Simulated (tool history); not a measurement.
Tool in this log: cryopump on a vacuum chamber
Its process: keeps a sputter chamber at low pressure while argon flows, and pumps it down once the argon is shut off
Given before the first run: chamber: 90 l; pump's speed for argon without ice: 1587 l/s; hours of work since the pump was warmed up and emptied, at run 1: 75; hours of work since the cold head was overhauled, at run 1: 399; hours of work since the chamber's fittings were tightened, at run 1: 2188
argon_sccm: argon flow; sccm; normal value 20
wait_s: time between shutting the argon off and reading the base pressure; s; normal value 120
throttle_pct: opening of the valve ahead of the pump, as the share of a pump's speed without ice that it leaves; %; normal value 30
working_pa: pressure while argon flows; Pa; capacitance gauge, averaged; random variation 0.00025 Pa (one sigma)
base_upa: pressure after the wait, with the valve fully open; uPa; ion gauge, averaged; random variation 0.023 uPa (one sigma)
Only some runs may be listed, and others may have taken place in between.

run,hour,argon_sccm,wait_s,throttle_pct,hours of work since the pump was warmed up and emptied,hours of work since the cold head was overhauled,hours of work since the chamber's fittings were tightened,working_pa,base_upa
1,0.0,20,120,30,75,399,2188,0.0717,1.82
2,21.2,20,120,30,84,408,2196,0.0717,1.81
3,53.6,20,120,30,97,421,2210,0.0725,1.90
4,77.7,20,120,30,107,431,2220,0.0726,1.90
5,98.6,20,120,30,116,440,2228,0.0721,1.86
6,136.2,19,120,30,131,455,2244,0.0690,1.92
# hour 174.8: leaking fittings of the chamber tightened, without venting
7,178.7,25,120,30,148,472,2,0.0908,0.84
8,206.1,25,120,30,159,483,13,0.0915,0.79
9,242.9,25,120,30,174,498,28,0.0914,0.86
10,260.1,10,120,30,181,505,35,0.0364,0.88
11,280.9,20,120,30,190,514,44,0.0733,0.88
12,310.4,20,120,39,202,526,56,0.0574,0.83
13,335.5,23,120,39,213,536,66,0.0658,0.91
14,369.3,23,120,39,226,550,80,0.0662,0.87
15,392.4,23,120,39,236,560,89,0.0655,0.89
16,411.2,23,120,39,244,567,97,0.0664,0.93
17,430.3,20,120,30,252,575,105,0.0740,0.89
18,448.4,29,120,24,259,583,113,0.1332,0.90
19,487.1,29,120,24,275,599,128,0.1339,0.94
20,523.1,29,120,24,290,613,143,0.1340,0.92
21,550.0,16,120,30,301,624,154,0.0597,0.94
# hour 561.2: pump warmed up, emptied and cooled again
22,590.7,16,120,30,12,639,169,0.0570,0.88
23,613.8,33,289,19,22,649,178,0.1859,0.54
24,649.7,20,23,39,36,663,193,0.0551,3.55
25,686.8,20,23,39,52,679,209,0.0550,3.59
26,716.2,21,21,41,64,691,221,0.0552,3.97
27,747.4,21,176,20,77,704,233,0.1130,0.73
28,770.6,10,52,39,86,713,243,0.0280,1.74
29,800.9,29,71,44,99,726,255,0.0719,1.35
30,836.3,13,181,32,113,740,270,0.0443,0.75
31,866.1,20,37,30,125,752,282,0.0724,2.37
32,885.3,20,165,34,133,760,290,0.0646,0.77
33,919.7,9,165,40,147,774,304,0.0247,0.78

3 options for the next run, each taken on its own from the tool as it stands now. Forecast them:
A,959.2,20,120,24,164,791,321,?,?
B,959.2,14,28,24,164,791,321,?,?
C,959.2,29,120,30,164,791,321,?,?

run,working_pa,base_upa
A,0.0908,0.99
B,0.0634,3.03
C,0.1060,0.96
With the hidden condition removed and each run's random variation left untouched, the same runs would have given:
run,working_pa,base_upa
A,0.0888,0.82
B,0.0620,2.86
C,0.1030,0.79

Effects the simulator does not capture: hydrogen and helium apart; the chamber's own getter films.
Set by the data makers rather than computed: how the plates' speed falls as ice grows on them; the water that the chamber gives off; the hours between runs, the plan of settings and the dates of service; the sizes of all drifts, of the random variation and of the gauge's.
